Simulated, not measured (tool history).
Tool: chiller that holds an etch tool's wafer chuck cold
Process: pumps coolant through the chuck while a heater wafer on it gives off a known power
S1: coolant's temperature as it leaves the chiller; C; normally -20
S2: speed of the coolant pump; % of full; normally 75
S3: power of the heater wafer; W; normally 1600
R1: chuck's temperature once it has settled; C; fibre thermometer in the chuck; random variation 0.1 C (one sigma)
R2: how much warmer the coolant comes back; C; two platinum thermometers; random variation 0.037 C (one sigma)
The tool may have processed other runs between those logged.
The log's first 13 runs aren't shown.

Run 14, hour 292.8: usual settings. Result: R1 -3.5 C, R2 7.23 C.
Run 15, hour 313.2: usual settings. Result: R1 -3.6 C, R2 7.16 C.
Run 16, hour 329.5: usual settings but S1 -15 C. Result: R1 1.3 C, R2 7.17 C.
Run 17, hour 360.7: usual settings but S1 -16 C, S2 78 % of full, S3 854 W. Result: R1 -7.7 C, R2 3.47 C.
Run 18, hour 391.1: usual settings but S2 65 % of full, S3 1273 W. Result: R1 -5.3 C, R2 6.51 C.
Run 19, hour 406.6: usual settings but S2 70 % of full. Result: R1 -2.7 C, R2 7.69 C.
Run 20, hour 436.8: usual settings but S1 -28 C, S2 77 % of full, S3 964 W. Result: R1 -18.2 C, R2 4.01 C.
Run 21, hour 451.8: usual settings but S1 -30 C, S2 62 % of full, S3 2189 W. Result: R1 -3.8 C, R2 12.01 C.
Run 22, hour 469.5: usual settings but S1 -30 C, S2 62 % of full, S3 2189 W. Result: R1 -3.9 C, R2 11.99 C.
At hour 473.7: gauge calibrated.
Run 23, hour 494.6: usual settings but S1 -23 C, S2 69 % of full. Result: R1 -5.4 C, R2 8.24 C.
Run 24, hour 512.2: usual settings but S1 -22 C, S2 85 % of full, S3 1012 W. Result: R1 -12.6 C, R2 4.11 C.
Run 25, hour 531.5: usual settings but S1 -22 C, S2 85 % of full, S3 1012 W. Result: R1 -12.6 C, R2 4.08 C.
Run 26, hour 554.8: usual settings but S1 -22 C, S2 100 % of full, S3 1269 W. Result: R1 -11.7 C, R2 4.43 C.
Run 27, hour 570.5: usual settings but S2 74 % of full, S3 1767 W. Result: R1 -1.8 C, R2 8.32 C.
Run 28, hour 602.9: usual settings but S2 85 % of full, S3 1143 W. Result: R1 -9.5 C, R2 4.62 C.
Run 29, hour 620.2: usual settings but S1 -19 C, S2 64 % of full, S3 2192 W. Result: R1 6.4 C, R2 12.00 C.
Run 30, hour 648.6: usual settings but S2 73 % of full, S3 944 W. Result: R1 -10.1 C, R2 4.41 C.
Run 31, hour 681.4: usual settings but S1 -23 C, S2 69 % of full. Result: R1 -5.6 C, R2 7.97 C.
Run 32, hour 703.2: usual settings but S1 -28 C, S2 61 % of full. Result: R1 -8.7 C, R2 9.07 C.

Each row is a separate what-if for the run after 32, all from the same tool condition, not one after another. Results?
Run A, hour 726.9: usual settings but S3 2179 W. Result: R1 ?, R2 ?.
Run B, hour 726.9: usual settings but S2 94 % of full, S3 842 W. Result: R1 ?, R2 ?.
Run C, hour 726.9: usual settings but S1 -23 C, S2 92 % of full, S3 871 W. Result: R1 ?, R2 ?.

run     R1    R2
  A    2.2  9.95
  B  -12.9  2.85
  C  -15.5  3.03
The same runs, with their run-to-run variation unchanged, on a tool lacking any hidden condition would have given:
run     R1     R2
  A    2.2  10.19
  B  -12.9   3.10
  C  -15.5   3.28
